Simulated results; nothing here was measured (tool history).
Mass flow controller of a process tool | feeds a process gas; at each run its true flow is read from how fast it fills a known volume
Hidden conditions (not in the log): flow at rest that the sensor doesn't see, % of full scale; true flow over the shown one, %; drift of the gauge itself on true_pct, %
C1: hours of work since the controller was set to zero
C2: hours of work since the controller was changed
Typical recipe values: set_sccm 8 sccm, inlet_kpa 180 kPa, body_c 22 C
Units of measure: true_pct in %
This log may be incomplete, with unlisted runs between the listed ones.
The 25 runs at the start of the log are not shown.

run 26 hour=3207 | set_sccm=8 inlet_kpa=180 body_c=30 | C1=544 C2=544 | true_pct=97.97
run 27 hour=3330.6 | set_sccm=8 inlet_kpa=180 body_c=30 | C1=638 C2=638 | true_pct=97.94
run 28 hour=3506.7 | set_sccm=2 inlet_kpa=180 body_c=34 | C1=771 C2=771 | true_pct=96.87
run 29 hour=3592.5 | set_sccm=13 inlet_kpa=180 body_c=21 | C1=836 C2=836 | true_pct=99.07
run 30 hour=3726.8 | set_sccm=8 inlet_kpa=180 body_c=25 | C1=938 C2=938 | true_pct=98.25
run 31 hour=3880.1 | set_sccm=2 inlet_kpa=167 body_c=26 | C1=1055 C2=1055 | true_pct=97.28
run 32 hour=4030.9 | set_sccm=17 inlet_kpa=213 body_c=22 | C1=1169 C2=1169 | true_pct=99.64
run 33 hour=4113.8 | set_sccm=5 inlet_kpa=205 body_c=26 | C1=1232 C2=1232 | true_pct=97.67
run 34 hour=4249.2 | set_sccm=17 inlet_kpa=183 body_c=22 | C1=1335 C2=1335 | true_pct=99.78
run 35 hour=4332.2 | set_sccm=17 inlet_kpa=183 body_c=22 | C1=1398 C2=1398 | true_pct=99.75
run 36 hour=4474.3 | set_sccm=5 inlet_kpa=165 body_c=38 | C1=1506 C2=1506 | true_pct=97.19
run 37 hour=4611.6 | set_sccm=2 inlet_kpa=180 body_c=22 | C1=1610 C2=1610 | true_pct=97.36
run 38 hour=4699.5 | set_sccm=2 inlet_kpa=151 body_c=21 | C1=1676 C2=1676 | true_pct=97.44
run 39 hour=4825.5 | set_sccm=10 inlet_kpa=227 body_c=31 | C1=1772 C2=1772 | true_pct=98.51
run 40 hour=4968.2 | set_sccm=4 inlet_kpa=252 body_c=22 | C1=1880 C2=1880 | true_pct=97.98
run 41 hour=5067.3 | set_sccm=2 inlet_kpa=246 body_c=22 | C1=1955 C2=1955 | true_pct=97.69

Branching from run 41: 3 alternative next runs. What would each branch give?
run A hour=5171.9 | set_sccm=8 inlet_kpa=200 body_c=22 | C1=2035 C2=2035 | true_pct=?
run B hour=5171.9 | set_sccm=3 inlet_kpa=246 body_c=26 | C1=2035 C2=2035 | true_pct=?
run C hour=5171.9 | set_sccm=2 inlet_kpa=249 body_c=22 | C1=2035 C2=2035 | true_pct=?

run=A true_pct=98.41
run=B true_pct=97.63
run=C true_pct=97.66
With the hidden condition removed and each run's random variation left untouched, the same runs would have given:
run=A true_pct=98.41
run=B true_pct=97.64
run=C true_pct=97.68
